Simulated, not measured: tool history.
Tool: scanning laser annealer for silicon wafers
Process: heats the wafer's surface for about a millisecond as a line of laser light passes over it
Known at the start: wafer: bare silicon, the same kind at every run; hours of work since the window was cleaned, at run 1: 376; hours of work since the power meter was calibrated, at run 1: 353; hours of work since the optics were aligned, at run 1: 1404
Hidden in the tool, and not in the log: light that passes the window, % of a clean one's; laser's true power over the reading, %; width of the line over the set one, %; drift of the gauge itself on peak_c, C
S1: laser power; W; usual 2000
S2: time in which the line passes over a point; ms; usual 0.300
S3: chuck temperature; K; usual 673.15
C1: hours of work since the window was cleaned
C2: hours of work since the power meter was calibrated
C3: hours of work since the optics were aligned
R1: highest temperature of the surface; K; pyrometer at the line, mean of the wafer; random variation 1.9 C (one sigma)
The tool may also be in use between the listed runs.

Run 1, hour 0.0: usual settings; C1 376; C2 353; C3 1404. Result: R1 1401.15 K.
Run 2, hour 17.3: usual settings; C1 385; C2 362; C3 1414. Result: R1 1403.15 K.
Run 3, hour 33.8: usual settings; C1 394; C2 371; C3 1422. Result: R1 1401.15 K.
Run 4, hour 51.5: usual settings; C1 403; C2 381; C3 1432. Result: R1 1403.15 K.
Run 5, hour 67.7: usual settings; C1 412; C2 389; C3 1441. Result: R1 1403.15 K.
At hour 78.2: optics aligned, line set to its width.
Run 6, hour 85.1: usual settings; C1 418; C2 396; C3 4. Result: R1 1415.15 K.
Run 7, hour 103.8: usual settings but S1 1994 W; C1 428; C2 406; C3 14. Result: R1 1411.15 K.
Run 8, hour 118.6: usual settings but S1 1994 W; C1 436; C2 414; C3 22. Result: R1 1411.15 K.
Run 9, hour 127.9: usual settings but S1 1994 W, S2 0.216 ms; C1 441; C2 419; C3 27. Result: R1 1305.15 K.
Run 10, hour 139.0: usual settings but S1 1994 W, S2 0.216 ms; C1 447; C2 425; C3 32. Result: R1 1309.15 K.
Run 11, hour 153.6: usual settings; C1 455; C2 432; C3 40. Result: R1 1416.15 K.
Run 12, hour 164.9: usual settings but S3 658.15 K; C1 461; C2 438; C3 46. Result: R1 1399.15 K.
At hour 169.6: laser's power meter calibrated.
Run 13, hour 178.3: usual settings but S3 658.15 K; C1 466; C2 5; C3 52. Result: R1 1400.15 K.
Run 14, hour 192.7: usual settings but S2 0.236 ms, S3 658.15 K; C1 474; C2 12; C3 60. Result: R1 1323.15 K.
Run 15, hour 200.7: usual settings but S3 680.15 K; C1 478; C2 17; C3 64. Result: R1 1423.15 K.
Run 16, hour 214.4: usual settings but S1 1987 W; C1 486; C2 24; C3 71. Result: R1 1405.15 K.
Run 17, hour 222.9: usual settings but S1 1798 W; C1 490; C2 28; C3 76. Result: R1 1327.15 K.
Run 18, hour 234.8: usual settings but S1 1798 W; C1 497; C2 35; C3 82. Result: R1 1328.15 K.
Run 19, hour 243.9: usual settings but S1 1798 W; C1 501; C2 40; C3 87. Result: R1 1323.15 K.
Run 20, hour 258.0: usual settings but S1 2160 W; C1 509; C2 47; C3 94. Result: R1 1481.15 K.
At hour 266.4: laser's power meter calibrated, once more.
Run 21, hour 273.4: usual settings but S2 0.233 ms; C1 516; C2 4; C3 101. Result: R1 1331.15 K.
Run 22, hour 290.6: usual settings but S1 1971 W, S2 0.366 ms, S3 636.15 K; C1 525; C2 13; C3 110. Result: R1 1431.15 K.
Run 23, hour 301.8: usual settings but S1 1867 W; C1 531; C2 19; C3 116. Result: R1 1356.15 K.
Run 24, hour 313.7: usual settings but S1 1718 W; C1 537; C2 25; C3 122. Result: R1 1290.15 K.
Run 25, hour 332.8: usual settings but S1 1718 W; C1 547; C2 35; C3 133. Result: R1 1290.15 K.
Run 26, hour 341.9: usual settings but S1 2087 W, S2 0.301 ms, S3 654.15 K; C1 552; C2 40; C3 138. Result: R1 1428.15 K.
Run 27, hour 357.6: usual settings but S1 1790 W, S2 0.340 ms, S3 654.15 K; C1 561; C2 49; C3 146. Result: R1 1342.15 K.
Run 28, hour 373.3: usual settings but S1 2134 W, S2 0.351 ms; C1 569; C2 57; C3 154. Result: R1 1526.15 K.
Run 29, hour 384.5: usual settings but S1 2134 W, S2 0.351 ms; C1 575; C2 63; C3 160. Result: R1 1525.15 K.
Run 30, hour 399.1: usual settings but S1 1954 W, S2 0.377 ms, S3 639.15 K; C1 583; C2 71; C3 168. Result: R1 1436.15 K.
Run 31, hour 414.0: usual settings but S1 1954 W, S2 0.377 ms, S3 639.15 K; C1 591; C2 79; C3 176. Result: R1 1436.15 K.
Run 32, hour 425.9: usual settings but S1 2173 W, S2 0.343 ms, S3 663.15 K; C1 597; C2 85; C3 182. Result: R1 1528.15 K.
Run 33, hour 443.3: usual settings but S1 1866 W, S2 0.233 ms; C1 606; C2 94; C3 192. Result: R1 1277.15 K.
Run 34, hour 452.5: usual settings but S2 0.235 ms; C1 611; C2 99; C3 197. Result: R1 1333.15 K.
Run 35, hour 460.6: usual settings but S1 1782 W, S2 0.231 ms, S3 683.15 K; C1 615; C2 104; C3 201. Result: R1 1252.15 K.
Run 36, hour 476.3: usual settings but S3 649.15 K; C1 624; C2 112; C3 209. Result: R1 1386.15 K.
Run 37, hour 486.2: usual settings but S1 1989 W, S3 642.15 K; C1 629; C2 117; C3 215. Result: R1 1374.15 K.
Run 38, hour 497.4: usual settings but S1 2092 W, S3 665.15 K; C1 635; C2 123; C3 220. Result: R1 1440.15 K.
Run 39, hour 514.1: usual settings but S1 2176 W, S2 0.290 ms; C1 644; C2 132; C3 229. Result: R1 1471.15 K.
Run 40, hour 528.9: usual settings but S1 2176 W, S2 0.290 ms; C1 652; C2 140; C3 237. Result: R1 1471.15 K.

Forecast each of these 4 alternatives for the next run:
At hour 533.6: window over the wafer cleaned.
Run A, hour 546.4: usual settings but S1 2176 W, S2 0.370 ms, S3 700.15 K; C1 7; C2 148; C3 246. Result: R1 ?.
At hour 533.6: window over the wafer cleaned.
Run B, hour 546.4: usual settings but S1 2035 W, S2 0.258 ms, S3 706.15 K; C1 7; C2 148; C3 246. Result: R1 ?.
At hour 533.6: window over the wafer cleaned.
Run C, hour 546.4: usual settings but S1 2176 W, S2 0.334 ms, S3 680.15 K; C1 7; C2 148; C3 246. Result: R1 ?.
At hour 533.6: window over the wafer cleaned.
Run D, hour 546.4: usual settings but S1 1836 W, S2 0.259 ms; C1 7; C2 148; C3 246. Result: R1 ?.

run       R1
  A  1610.15
  B  1417.15
  C  1551.15
  D  1305.15
Without the tool's hidden state the same runs would have given:
run       R1
  A  1614.15
  B  1421.15
  C  1555.15
  D  1308.15
